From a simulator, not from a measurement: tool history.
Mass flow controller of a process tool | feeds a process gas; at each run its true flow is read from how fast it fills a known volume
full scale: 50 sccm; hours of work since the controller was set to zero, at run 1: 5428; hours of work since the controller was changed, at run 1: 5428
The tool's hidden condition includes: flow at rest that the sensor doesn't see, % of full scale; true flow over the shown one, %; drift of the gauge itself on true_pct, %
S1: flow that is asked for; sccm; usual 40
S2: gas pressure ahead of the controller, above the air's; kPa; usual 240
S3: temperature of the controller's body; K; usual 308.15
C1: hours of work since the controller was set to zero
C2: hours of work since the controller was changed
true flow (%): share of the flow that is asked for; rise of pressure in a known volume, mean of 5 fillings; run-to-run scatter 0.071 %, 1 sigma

run 1 day=0 | S1=40 S2=240 S3=308.15 | C1=5428 C2=5428 | true_flow_(%)=102.28
run 2 day=11.4 | S1=40 S2=240 S3=293.15 | C1=5606 C2=5606 | true_flow_(%)=101.75
run 3 day=19.962 | S1=40 S2=240 S3=293.15 | C1=5740 C2=5740 | true_flow_(%)=102.03
run 4 day=28.408 | S1=28 S2=240 S3=308.15 | C1=5872 C2=5872 | true_flow_(%)=101.54
run 5 day=40.45 | S1=28 S2=240 S3=308.15 | C1=6060 C2=6060 | true_flow_(%)=101.65
run 6 day=53.483 | S1=40 S2=240 S3=296.15 | C1=6263 C2=6263 | true_flow_(%)=102.1
run 7 day=66.112 | S1=40 S2=240 S3=296.15 | C1=6460 C2=6460 | true_flow_(%)=102.34
run 8 day=79.75 | S1=40 S2=240 S3=308.15 | C1=6673 C2=6673 | true_flow_(%)=102.86
run 9 day=87.45 | S1=40 S2=240 S3=308.15 | C1=6793 C2=6793 | true_flow_(%)=103.04
run 10 day=97.267 | S1=40 S2=240 S3=308.15 | C1=6947 C2=6947 | true_flow_(%)=102.91
run 11 day=105.079 | S1=40 S2=240 S3=308.15 | C1=7068 C2=7068 | true_flow_(%)=103.03
run 12 day=116.458 | S1=40 S2=209 S3=310.15 | C1=7246 C2=7246 | true_flow_(%)=103.34
run 13 day=129.154 | S1=40 S2=170 S3=310.15 | C1=7444 C2=7444 | true_flow_(%)=103.62
-- day=134.817 controller exchanged for a calibrated one
run 14 day=142.679 | S1=40 S2=170 S3=310.15 | C1=123 C2=123 | true_flow_(%)=99.93
run 15 day=154.146 | S1=15 S2=240 S3=297.15 | C1=302 C2=302 | true_flow_(%)=97.61
run 16 day=167.3 | S1=40 S2=240 S3=305.15 | C1=507 C2=507 | true_flow_(%)=99.59
run 17 day=180.267 | S1=8 S2=188 S3=311.15 | C1=709 C2=709 | true_flow_(%)=97.79
run 18 day=188.758 | S1=10 S2=240 S3=308.15 | C1=842 C2=842 | true_flow_(%)=97.75
run 19 day=198.929 | S1=10 S2=176 S3=308.15 | C1=1001 C2=1001 | true_flow_(%)=98.09
run 20 day=209.192 | S1=40 S2=167 S3=312.15 | C1=1161 C2=1161 | true_flow_(%)=100.18

The next listed run, before its measurement:
run 21 day=222.408 | S1=28 S2=278 S3=312.15 | C1=1367 C2=1367 | true_flow_(%)=?

true flow (%): 99.22
With no hidden state in the tool, this same run would have given true flow (%) 98.76.
